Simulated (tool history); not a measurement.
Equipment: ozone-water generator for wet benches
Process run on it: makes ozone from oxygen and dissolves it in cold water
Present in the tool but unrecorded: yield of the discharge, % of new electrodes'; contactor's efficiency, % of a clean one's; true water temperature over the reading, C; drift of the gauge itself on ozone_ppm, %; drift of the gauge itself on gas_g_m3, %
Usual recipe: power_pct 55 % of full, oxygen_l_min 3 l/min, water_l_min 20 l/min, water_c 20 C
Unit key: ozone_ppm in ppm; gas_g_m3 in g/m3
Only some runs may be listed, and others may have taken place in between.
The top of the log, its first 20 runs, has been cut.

| run | hour | power_pct | oxygen_l_min | water_l_min | water_c | hours of work since the electrodes were changed | hours of work since the contactor was cleaned | hours of work since the thermometer was calibrated | ozone_ppm | gas_g_m3 |
|---|---|---|---|---|---|---|---|---|---|---|
| 21 | 1673 | 50 | 5.38 | 20 | 20 | 3480 | 6834 | 4792 | 12.1 | 105.8 |
| 22 | 1750 | 69 | 2.43 | 14 | 20 | 3550 | 6904 | 4863 | 21.6 | 215.6 |
| 23 | 1800.1 | 69 | 2.43 | 14 | 20 | 3596 | 6950 | 4908 | 21.3 | 216.9 |
| 24 | 1918.9 | 72 | 5.38 | 14 | 20 | 3704 | 7058 | 5016 | 20.5 | 137.6 |
| 25 | 1989.8 | 49 | 2.66 | 27 | 13 | 3768 | 7123 | 5081 | 9.2 | 161.2 |
| 26 | 2082 | 49 | 2.66 | 27 | 13 | 3852 | 7207 | 5165 | 9.3 | 162.9 |
| 27 | 2185.7 | 49 | 2.66 | 27 | 13 | 3947 | 7301 | 5259 | 9.1 | 161.6 |
| 28 | 2268.2 | 92 | 4.01 | 26 | 20 | 4022 | 7376 | 5334 | 14.8 | 194.9 |
| 29 | 2319.5 | 48 | 3.98 | 17 | 20 | 4069 | 7423 | 5381 | 13.9 | 124.2 |
| 30 | 2408.2 | 79 | 4.77 | 23 | 26 | 4150 | 7504 | 5462 | 13.8 | 158.2 |
| 31 | 2508.6 | 79 | 4.77 | 23 | 26 | 4241 | 7595 | 5553 | 13.8 | 158.1 |
|  | 2627.6 | water thermometer calibrated |
| 32 | 2628.3 | 79 | 4.77 | 23 | 22 | 4350 | 7704 | 1 | 14.5 | 157.4 |

Each row is a separate what-if for the run after 32, all from the same tool condition, not one after another. Results?
| A | 2700.4 | 55 | 3 | 13 | 20 | 4415 | 7769 | 66 | ? | ? |
| B | 2700.4 | 70 | 2.38 | 21 | 20 | 4415 | 7769 | 66 | ? | ? |
| C | 2700.4 | 46 | 3 | 20 | 20 | 4415 | 7769 | 66 | ? | ? |

| run | ozone_ppm | gas_g_m3 |
|---|---|---|
| A | 19.1 | 162.6 |
| B | 14.6 | 223.4 |
| C | 11.5 | 143.9 |
Stripped of hidden state, with their random variation kept, the same runs would have yielded:
| run | ozone_ppm | gas_g_m3 |
|---|---|---|
| A | 19.1 | 162.7 |
| B | 14.6 | 223.6 |
| C | 11.5 | 144 |
